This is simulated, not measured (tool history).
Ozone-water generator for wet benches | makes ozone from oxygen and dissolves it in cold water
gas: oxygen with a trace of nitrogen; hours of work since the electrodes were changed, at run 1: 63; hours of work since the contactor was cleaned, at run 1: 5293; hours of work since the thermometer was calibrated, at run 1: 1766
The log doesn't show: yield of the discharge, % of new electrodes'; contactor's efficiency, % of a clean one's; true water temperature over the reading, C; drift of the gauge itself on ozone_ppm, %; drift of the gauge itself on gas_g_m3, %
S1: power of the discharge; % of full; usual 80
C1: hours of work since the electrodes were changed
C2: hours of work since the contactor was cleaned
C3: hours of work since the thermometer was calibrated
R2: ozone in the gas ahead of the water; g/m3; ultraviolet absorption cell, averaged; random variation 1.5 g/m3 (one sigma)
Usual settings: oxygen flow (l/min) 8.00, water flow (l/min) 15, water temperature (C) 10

Run 1, hour 0.0: usual settings; C1 63; C2 5293; C3 1766. Result: dissolved ozone (ppm) 50.9, R2 288.0 g/m3.
Run 2, hour 57.7: usual settings but S1 57 % of full; C1 108; C2 5337; C3 1811. Result: dissolved ozone (ppm) 42.6, R2 238.0 g/m3.
Run 3, hour 102.3: usual settings but S1 57 % of full, water flow (l/min) 10; C1 143; C2 5372; C3 1845. Result: dissolved ozone (ppm) 55.5, R2 242.9 g/m3.
Run 4, hour 159.1: usual settings but S1 57 % of full, water flow (l/min) 10; C1 187; C2 5416; C3 1889. Result: dissolved ozone (ppm) 55.7, R2 237.5 g/m3.
Run 5, hour 199.8: usual settings but S1 57 % of full, oxygen flow (l/min) 4.22, water flow (l/min) 10; C1 218; C2 5447; C3 1921. Result: dissolved ozone (ppm) 63.2, R2 358.8 g/m3.
Run 6, hour 255.6: usual settings but S1 57 % of full, oxygen flow (l/min) 4.22, water flow (l/min) 10; C1 261; C2 5491; C3 1964. Result: dissolved ozone (ppm) 63.4, R2 359.5 g/m3.
Run 7, hour 300.0: usual settings but S1 57 % of full, oxygen flow (l/min) 4.22, water flow (l/min) 10; C1 296; C2 5525; C3 1998. Result: dissolved ozone (ppm) 64.3, R2 359.9 g/m3.
Run 8, hour 327.2: usual settings but S1 57 % of full, oxygen flow (l/min) 4.22, water flow (l/min) 10; C1 317; C2 5546; C3 2019. Result: dissolved ozone (ppm) 63.3, R2 361.3 g/m3.
Run 9, hour 381.1: usual settings but oxygen flow (l/min) 8.33; C1 359; C2 5588; C3 2061. Result: dissolved ozone (ppm) 50.3, R2 281.3 g/m3.
Run 10, hour 425.3: usual settings but oxygen flow (l/min) 8.33; C1 393; C2 5622; C3 2095. Result: dissolved ozone (ppm) 51.3, R2 284.0 g/m3.
Run 11, hour 475.5: usual settings but water temperature (C) 8; C1 432; C2 5661; C3 2134. Result: dissolved ozone (ppm) 52.3, R2 288.1 g/m3.
Run 12, hour 507.0: usual settings but water flow (l/min) 10, water temperature (C) 8; C1 456; C2 5685; C3 2159. Result: dissolved ozone (ppm) 70.4, R2 288.8 g/m3.
Run 13, hour 551.5: usual settings but water flow (l/min) 10, water temperature (C) 8; C1 490; C2 5720; C3 2193. Result: dissolved ozone (ppm) 69.4, R2 291.3 g/m3.
Run 14, hour 581.0: usual settings but water flow (l/min) 10, water temperature (C) 8; C1 513; C2 5743; C3 2216. Result: dissolved ozone (ppm) 69.2, R2 289.5 g/m3.
Run 15, hour 620.8: usual settings; C1 544; C2 5773; C3 2247. Result: dissolved ozone (ppm) 51.2, R2 291.1 g/m3.
Run 16, hour 670.4: usual settings; C1 582; C2 5812; C3 2285. Result: dissolved ozone (ppm) 50.7, R2 288.2 g/m3.
Run 17, hour 700.7: usual settings; C1 606; C2 5835; C3 2309. Result: dissolved ozone (ppm) 50.9, R2 293.4 g/m3.
Run 18, hour 752.7: usual settings but S1 79 % of full, oxygen flow (l/min) 11.76; C1 646; C2 5876; C3 2349. Result: dissolved ozone (ppm) 45.8, R2 225.7 g/m3.
Run 19, hour 807.8: usual settings but S1 79 % of full, oxygen flow (l/min) 11.76; C1 689; C2 5918; C3 2391. Result: dissolved ozone (ppm) 46.0, R2 226.2 g/m3.
Run 20, hour 863.2: usual settings but water flow (l/min) 9, water temperature (C) 17; C1 732; C2 5961; C3 2434. Result: dissolved ozone (ppm) 60.1, R2 292.6 g/m3.
Run 21, hour 918.3: usual settings but S1 82 % of full, oxygen flow (l/min) 5.88, water flow (l/min) 19; C1 774; C2 6004; C3 2477. Result: dissolved ozone (ppm) 44.4, R2 360.3 g/m3.
Run 22, hour 950.8: usual settings but oxygen flow (l/min) 8.95, water flow (l/min) 10; C1 800; C2 6029; C3 2502. Result: dissolved ozone (ppm) 64.7, R2 271.6 g/m3.
Run 23, hour 1003.8: usual settings but oxygen flow (l/min) 4.68, water temperature (C) 9; C1 841; C2 6070; C3 2543. Result: dissolved ozone (ppm) 55.4, R2 411.5 g/m3.
Run 24, hour 1055.3: usual settings but S1 86 % of full, oxygen flow (l/min) 5.98, water flow (l/min) 17, water temperature (C) 6; C1 881; C2 6110; C3 2583. Result: dissolved ozone (ppm) 53.4, R2 367.4 g/m3.
Run 25, hour 1105.9: usual settings but S1 89 % of full, water temperature (C) 11; C1 920; C2 6149; C3 2622. Result: dissolved ozone (ppm) 53.0, R2 311.3 g/m3.
Run 26, hour 1146.2: usual settings but S1 89 % of full, water temperature (C) 11; C1 951; C2 6180; C3 2653. Result: dissolved ozone (ppm) 53.3, R2 316.4 g/m3.
Run 27, hour 1208.8: usual settings but S1 56 % of full, oxygen flow (l/min) 6.99, water flow (l/min) 23, water temperature (C) 11; C1 999; C2 6229; C3 2702. Result: dissolved ozone (ppm) 28.9, R2 263.2 g/m3.
Run 28, hour 1250.1: usual settings but water flow (l/min) 12; C1 1031; C2 6261; C3 2734. Result: dissolved ozone (ppm) 59.0, R2 295.7 g/m3.
Run 29, hour 1298.1: usual settings but oxygen flow (l/min) 12.52, water flow (l/min) 12, water temperature (C) 6; C1 1069; C2 6298; C3 2771. Result: dissolved ozone (ppm) 56.6, R2 223.1 g/m3.
Run 30, hour 1328.1: usual settings but oxygen flow (l/min) 12.52, water flow (l/min) 12, water temperature (C) 6; C1 1092; C2 6321; C3 2794. Result: dissolved ozone (ppm) 56.6, R2 222.0 g/m3.
Run 31, hour 1353.4: usual settings but S1 98 % of full, water flow (l/min) 10; C1 1111; C2 6341; C3 2814. Result: dissolved ozone (ppm) 74.7, R2 333.4 g/m3.
Run 32, hour 1416.7: usual settings but S1 82 % of full, oxygen flow (l/min) 10.89, water temperature (C) 5; C1 1160; C2 6390; C3 2863. Result: dissolved ozone (ppm) 52.7, R2 246.3 g/m3.
At hour 1435.0: gauge calibrated.
Run 33, hour 1446.0: usual settings but water flow (l/min) 18; C1 1183; C2 6412; C3 2886. Result: dissolved ozone (ppm) 44.0, R2 287.1 g/m3.
Run 34, hour 1488.6: usual settings but oxygen flow (l/min) 8.79, water flow (l/min) 24; C1 1216; C2 6445; C3 2919. Result: dissolved ozone (ppm) 33.6, R2 270.4 g/m3.

Hidden state or all else? Some run-to-run changes of R2, split into what the settings, what came in and random variation would give without the hidden state, and what is left for the hidden state (with any gauge scatter that isn't in both results):
Run 4 -> 5: oxygen flow (l/min) 8.00 -> 4.22. R2 +121.3 g/m3: hidden state +0.6, all else +120.7.
Run 22 -> 23: oxygen flow (l/min) 8.95 -> 4.68, water flow (l/min) 10 -> 15, water temperature (C) 10 -> 9. R2 +139.9 g/m3: hidden state +2.9, all else +137.0.
Run 30 -> 31: S1 80 -> 98, oxygen flow (l/min) 12.52 -> 8.00, water flow (l/min) 12 -> 10, water temperature (C) 6 -> 10. R2 +111.4 g/m3: hidden state +2.9, all else +108.5.
Run 32 -> 33: S1 82 -> 80, oxygen flow (l/min) 10.89 -> 8.00, water flow (l/min) 15 -> 18, water temperature (C) 5 -> 10, gauge calibrated. R2 +40.8 g/m3: hidden state -6.5, all else +47.3.
